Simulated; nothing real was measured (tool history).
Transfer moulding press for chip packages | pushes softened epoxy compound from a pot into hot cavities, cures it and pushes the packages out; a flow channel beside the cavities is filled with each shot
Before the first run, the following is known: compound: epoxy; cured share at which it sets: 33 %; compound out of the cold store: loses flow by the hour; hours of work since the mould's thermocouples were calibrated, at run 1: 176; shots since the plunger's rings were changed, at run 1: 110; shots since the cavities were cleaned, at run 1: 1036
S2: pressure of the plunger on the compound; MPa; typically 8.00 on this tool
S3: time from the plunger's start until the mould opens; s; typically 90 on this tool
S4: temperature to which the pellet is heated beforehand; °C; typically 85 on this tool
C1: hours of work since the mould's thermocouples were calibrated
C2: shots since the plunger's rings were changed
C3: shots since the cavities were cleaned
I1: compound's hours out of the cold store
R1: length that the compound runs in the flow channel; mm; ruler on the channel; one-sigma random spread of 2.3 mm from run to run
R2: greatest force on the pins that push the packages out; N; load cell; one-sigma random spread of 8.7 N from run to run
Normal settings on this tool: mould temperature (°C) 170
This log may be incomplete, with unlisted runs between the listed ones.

run 1 hour=0.0 | mould_temperature_(°C)=170 S2=8.00 S3=90 S4=85 | C1=176 C2=110 C3=1036 | I1=31.6 | R1=536 R2=403
-- hour=6.8 cavities cleaned with cleaning compound and waxed
run 2 hour=7.2 | mould_temperature_(°C)=176 S2=8.00 S3=90 S4=85 | C1=178 C2=159 C3=4 | I1=31.7 | R1=525 R2=328
run 3 hour=11.3 | mould_temperature_(°C)=170 S2=9.41 S3=90 S4=85 | C1=180 C2=193 C3=38 | I1=30.8 | R1=583 R2=388
run 4 hour=19.9 | mould_temperature_(°C)=170 S2=9.41 S3=90 S4=85 | C1=184 C2=266 C3=111 | I1=27.1 | R1=588 R2=391
run 5 hour=26.0 | mould_temperature_(°C)=170 S2=8.00 S3=90 S4=85 | C1=187 C2=318 C3=163 | I1=35.5 | R1=526 R2=388
run 6 hour=32.3 | mould_temperature_(°C)=170 S2=8.00 S3=90 S4=85 | C1=189 C2=371 C3=216 | I1=20.8 | R1=548 R2=396
run 7 hour=36.8 | mould_temperature_(°C)=170 S2=8.00 S3=120 S4=85 | C1=191 C2=409 C3=254 | I1=41.4 | R1=524 R2=336
run 8 hour=46.2 | mould_temperature_(°C)=170 S2=8.00 S3=120 S4=85 | C1=195 C2=489 C3=334 | I1=38.7 | R1=524 R2=336
run 9 hour=53.4 | mould_temperature_(°C)=170 S2=8.00 S3=120 S4=85 | C1=199 C2=550 C3=395 | I1=8.1 | R1=562 R2=340
run 10 hour=62.7 | mould_temperature_(°C)=170 S2=8.00 S3=120 S4=85 | C1=203 C2=628 C3=473 | I1=46.5 | R1=518 R2=323
run 11 hour=70.8 | mould_temperature_(°C)=170 S2=8.00 S3=90 S4=85 | C1=206 C2=697 C3=542 | I1=32.3 | R1=533 R2=389
run 12 hour=80.3 | mould_temperature_(°C)=170 S2=8.00 S3=90 S4=85 | C1=210 C2=778 C3=623 | I1=15.6 | R1=553 R2=398
run 13 hour=87.0 | mould_temperature_(°C)=170 S2=8.00 S3=90 S4=85 | C1=213 C2=834 C3=679 | I1=15.1 | R1=555 R2=403
run 14 hour=91.7 | mould_temperature_(°C)=170 S2=8.00 S3=90 S4=85 | C1=215 C2=875 C3=720 | I1=11.1 | R1=561 R2=405
run 15 hour=100.6 | mould_temperature_(°C)=170 S2=8.00 S3=76 S4=77 | C1=219 C2=950 C3=795 | I1=16.4 | R1=552 R2=558
run 16 hour=110.5 | mould_temperature_(°C)=174 S2=8.00 S3=89 S4=88 | C1=224 C2=1033 C3=878 | I1=32.1 | R1=527 R2=354
run 17 hour=119.4 | mould_temperature_(°C)=170 S2=8.00 S3=82 S4=81 | C1=227 C2=1109 C3=954 | I1=14.8 | R1=554 R2=469
run 18 hour=123.6 | mould_temperature_(°C)=175 S2=8.00 S3=73 S4=79 | C1=229 C2=1145 C3=990 | I1=35.3 | R1=523 R2=421
run 19 hour=131.4 | mould_temperature_(°C)=175 S2=8.00 S3=73 S4=79 | C1=233 C2=1211 C3=1056 | I1=16.4 | R1=543 R2=426
-- hour=135.8 cavities cleaned with cleaning compound and waxed
run 20 hour=139.5 | mould_temperature_(°C)=175 S2=8.00 S3=73 S4=79 | C1=236 C2=1267 C3=31 | I1=35.2 | R1=520 R2=422
run 21 hour=146.9 | mould_temperature_(°C)=175 S2=8.00 S3=73 S4=79 | C1=239 C2=1330 C3=94 | I1=11.6 | R1=542 R2=422
run 22 hour=151.8 | mould_temperature_(°C)=175 S2=8.00 S3=73 S4=79 | C1=241 C2=1371 C3=135 | I1=36.6 | R1=524 R2=440
run 23 hour=160.8 | mould_temperature_(°C)=173 S2=6.28 S3=98 S4=94 | C1=245 C2=1447 C3=211 | I1=13.5 | R1=490 R2=341
run 24 hour=169.5 | mould_temperature_(°C)=173 S2=6.28 S3=98 S4=94 | C1=249 C2=1521 C3=285 | I1=15.9 | R1=489 R2=329
run 25 hour=177.2 | mould_temperature_(°C)=173 S2=9.20 S3=81 S4=95 | C1=252 C2=1587 C3=351 | I1=10.5 | R1=594 R2=394
run 26 hour=181.5 | mould_temperature_(°C)=170 S2=7.11 S3=90 S4=90 | C1=254 C2=1623 C3=387 | I1=17.4 | R1=523 R2=394
run 27 hour=189.6 | mould_temperature_(°C)=165 S2=8.25 S3=90 S4=85 | C1=258 C2=1692 C3=456 | I1=33.4 | R1=551 R2=530
run 28 hour=195.2 | mould_temperature_(°C)=170 S2=8.24 S3=78 S4=85 | C1=260 C2=1739 C3=503 | I1=34.1 | R1=545 R2=509

Forecast each of these 3 alternatives for the next run:
run A hour=199.8 | mould_temperature_(°C)=170 S2=8.24 S3=108 S4=89 | C1=262 C2=1778 C3=542 | I1=38.2 | R1=? R2=?
run B hour=199.8 | mould_temperature_(°C)=169 S2=6.83 S3=90 S4=82 | C1=262 C2=1778 C3=542 | I1=16.1 | R1=? R2=?
run C hour=199.8 | mould_temperature_(°C)=168 S2=8.00 S3=90 S4=82 | C1=262 C2=1778 C3=542 | I1=45.4 | R1=? R2=?

run=A R1=533 R2=340
run=B R1=509 R2=426
run=C R1=523 R2=420
Take away the tool's hidden state, keep each run's random variation, and the runs would have read:
run=A R1=533 R2=337
run=B R1=509 R2=422
run=C R1=523 R2=416
